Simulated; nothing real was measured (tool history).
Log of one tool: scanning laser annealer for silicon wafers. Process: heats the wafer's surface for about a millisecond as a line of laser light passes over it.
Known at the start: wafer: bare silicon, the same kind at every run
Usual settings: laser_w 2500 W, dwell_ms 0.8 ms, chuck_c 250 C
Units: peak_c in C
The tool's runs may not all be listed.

run 1 hour=0 | laser_w=2500 dwell_ms=0.8 chuck_c=250 | peak_c=949
run 2 hour=10.2 | laser_w=2500 dwell_ms=0.8 chuck_c=250 | peak_c=951
run 3 hour=18.3 | laser_w=2500 dwell_ms=0.8 chuck_c=250 | peak_c=950
run 4 hour=28.7 | laser_w=2500 dwell_ms=0.8 chuck_c=250 | peak_c=950
run 5 hour=37.7 | laser_w=2500 dwell_ms=0.8 chuck_c=250 | peak_c=944
run 6 hour=45.3 | laser_w=2500 dwell_ms=0.8 chuck_c=250 | peak_c=947
run 7 hour=50.4 | laser_w=2500 dwell_ms=0.8 chuck_c=272 | peak_c=971
run 8 hour=60.7 | laser_w=2500 dwell_ms=0.8 chuck_c=272 | peak_c=971
run 9 hour=71.3 | laser_w=2500 dwell_ms=0.8 chuck_c=255 | peak_c=950
run 10 hour=76.4 | laser_w=2396 dwell_ms=0.8 chuck_c=255 | peak_c=917
run 11 hour=83 | laser_w=2500 dwell_ms=0.8 chuck_c=243 | peak_c=940
run 12 hour=88.4 | laser_w=2500 dwell_ms=0.8 chuck_c=243 | peak_c=941
run 13 hour=94.8 | laser_w=2500 dwell_ms=0.8 chuck_c=250 | peak_c=943
run 14 hour=102.8 | laser_w=2500 dwell_ms=0.8 chuck_c=250 | peak_c=945
run 15 hour=111.4 | laser_w=2500 dwell_ms=0.8 chuck_c=250 | peak_c=945
run 16 hour=119 | laser_w=2500 dwell_ms=0.722 chuck_c=250 | peak_c=903
run 17 hour=126.1 | laser_w=2500 dwell_ms=0.722 chuck_c=290 | peak_c=944
run 18 hour=132.2 | laser_w=2500 dwell_ms=0.722 chuck_c=290 | peak_c=944
run 19 hour=142.9 | laser_w=2500 dwell_ms=0.722 chuck_c=290 | peak_c=945
run 20 hour=151.3 | laser_w=2500 dwell_ms=0.722 chuck_c=290 | peak_c=938
run 21 hour=159.2 | laser_w=2500 dwell_ms=0.722 chuck_c=290 | peak_c=947
run 22 hour=164.2 | laser_w=2500 dwell_ms=0.722 chuck_c=290 | peak_c=944
run 23 hour=172.3 | laser_w=2500 dwell_ms=0.722 chuck_c=290 | peak_c=943
run 24 hour=184.3 | laser_w=2476 dwell_ms=0.589 chuck_c=290 | peak_c=854
run 25 hour=191.7 | laser_w=2153 dwell_ms=0.806 chuck_c=290 | peak_c=865
run 26 hour=201 | laser_w=2672 dwell_ms=0.567 chuck_c=288 | peak_c=896
run 27 hour=216.5 | laser_w=2506 dwell_ms=0.964 chuck_c=232 | peak_c=1014
run 28 hour=224 | laser_w=2277 dwell_ms=0.818 chuck_c=245 | peak_c=873
run 29 hour=231.6 | laser_w=2277 dwell_ms=0.818 chuck_c=245 | peak_c=872
run 30 hour=236.6 | laser_w=2202 dwell_ms=0.564 chuck_c=250 | peak_c=735
run 31 hour=241.9 | laser_w=2270 dwell_ms=0.8 chuck_c=258 | peak_c=874
run 32 hour=251.3 | laser_w=2270 dwell_ms=0.8 chuck_c=258 | peak_c=878
run 33 hour=255.7 | laser_w=2270 dwell_ms=0.8 chuck_c=258 | peak_c=876
run 34 hour=262.1 | laser_w=2270 dwell_ms=0.8 chuck_c=258 | peak_c=875
run 35 hour=271.4 | laser_w=2270 dwell_ms=0.8 chuck_c=275 | peak_c=894
run 36 hour=281.4 | laser_w=2564 dwell_ms=0.8 chuck_c=279 | peak_c=994
run 37 hour=288 | laser_w=2564 dwell_ms=0.59 chuck_c=248 | peak_c=846
run 38 hour=293.9 | laser_w=2257 dwell_ms=0.659 chuck_c=277 | peak_c=821
run 39 hour=299.7 | laser_w=2262 dwell_ms=0.8 chuck_c=250 | peak_c=863
run 40 hour=308.6 | laser_w=2734 dwell_ms=0.745 chuck_c=242 | peak_c=1043

Not shown: 3 entries that the log had between the listed runs. Between which runs, and how does the tool's hidden state differ before and after?
Between runs 23 and 24: optics aligned, line set to its width (hour 178.2)
  light that passes the window, % of a clean one's: 94.31 -> 94.29; laser's true power over the reading, %: 0.34 -> 0.33; width of the line over the set one, %: 1.33 -> 1.93
  measured less the result without the state, peak_c: -51 -> -47 C
Between runs 26 and 27: optics aligned, line set to its width, once more (hour 208.7)
  light that passes the window, % of a clean one's: 94.22 -> 94.19; laser's true power over the reading, %: 0.33 -> 0.32; width of the line over the set one, %: 1.95 -> 0.36
  measured less the result without the state, peak_c: -51 -> -57 C
Between runs 39 and 40: window over the wafer cleaned (hour 308.2)
  light that passes the window, % of a clean one's: 93.89 -> 100; width of the line over the set one, %: 0.47 -> 0.48
  measured less the result without the state, peak_c: -48 -> +0 C
